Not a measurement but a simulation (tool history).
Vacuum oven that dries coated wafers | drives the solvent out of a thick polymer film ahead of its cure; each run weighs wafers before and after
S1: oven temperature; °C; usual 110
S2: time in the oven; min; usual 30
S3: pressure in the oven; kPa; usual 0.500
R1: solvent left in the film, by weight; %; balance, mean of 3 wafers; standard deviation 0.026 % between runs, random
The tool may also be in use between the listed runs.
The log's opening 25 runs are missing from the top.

Run 26, hour 337.0: usual settings but S1 124 °C, S2 40 min, S3 0.837 kPa. Result: R1 0.32 %.
Run 27, hour 349.8: usual settings but S1 124 °C, S2 40 min, S3 0.837 kPa. Result: R1 0.25 %.
Run 28, hour 359.3: usual settings but S2 49 min, S3 0.837 kPa. Result: R1 0.92 %.
Run 29, hour 367.8: usual settings but S2 49 min, S3 0.837 kPa. Result: R1 0.93 %.
Run 30, hour 383.6: usual settings but S1 119 °C, S2 24 min, S3 1.477 kPa. Result: R1 1.47 %.
Run 31, hour 402.7: usual settings but S1 123 °C, S2 39 min, S3 1.294 kPa. Result: R1 0.35 %.
Run 32, hour 418.2: usual settings but S3 1.996 kPa. Result: R1 2.62 %.
Run 33, hour 431.4: usual settings but S1 115 °C, S2 23 min, S3 1.799 kPa. Result: R1 2.43 %.
Run 34, hour 445.7: usual settings but S1 122 °C, S2 33 min. Result: R1 0.36 %.
Run 35, hour 455.5: usual settings but S1 122 °C, S2 18 min, S3 1.016 kPa. Result: R1 1.72 %.
Run 36, hour 467.7: usual settings but S1 122 °C, S2 18 min, S3 1.016 kPa. Result: R1 1.74 %.
Run 37, hour 478.2: usual settings but S1 114 °C, S2 22 min, S3 0.785 kPa. Result: R1 2.56 %.
Run 38, hour 492.0: usual settings but S1 102 °C, S2 19 min, S3 0.646 kPa. Result: R1 6.12 %.
Run 39, hour 503.6: usual settings but S1 105 °C. Result: R1 3.41 %.
Run 40, hour 520.2: usual settings but S1 105 °C. Result: R1 3.39 %.

Branching from run 40: 5 alternative next runs. What would each branch give?
Run A, hour 532.7: usual settings but S1 97 °C, S3 0.823 kPa. Result: R1 ?.
Run B, hour 532.7: usual settings but S1 119 °C, S3 1.268 kPa. Result: R1 ?.
Run C, hour 532.7: usual settings but S2 28 min. Result: R1 ?.
Run D, hour 532.7: usual settings but S2 37 min, S3 0.947 kPa. Result: R1 ?.
Run E, hour 532.7: usual settings but S1 98 °C, S3 1.304 kPa. Result: R1 ?.

run    R1
  A  5.63
  B  0.94
  C  2.49
  D  1.67
  E  5.55
Had the tool no hidden state, the same runs would have come out as:
run    R1
  A  5.42
  B  0.84
  C  2.31
  D  1.52
  E  5.34

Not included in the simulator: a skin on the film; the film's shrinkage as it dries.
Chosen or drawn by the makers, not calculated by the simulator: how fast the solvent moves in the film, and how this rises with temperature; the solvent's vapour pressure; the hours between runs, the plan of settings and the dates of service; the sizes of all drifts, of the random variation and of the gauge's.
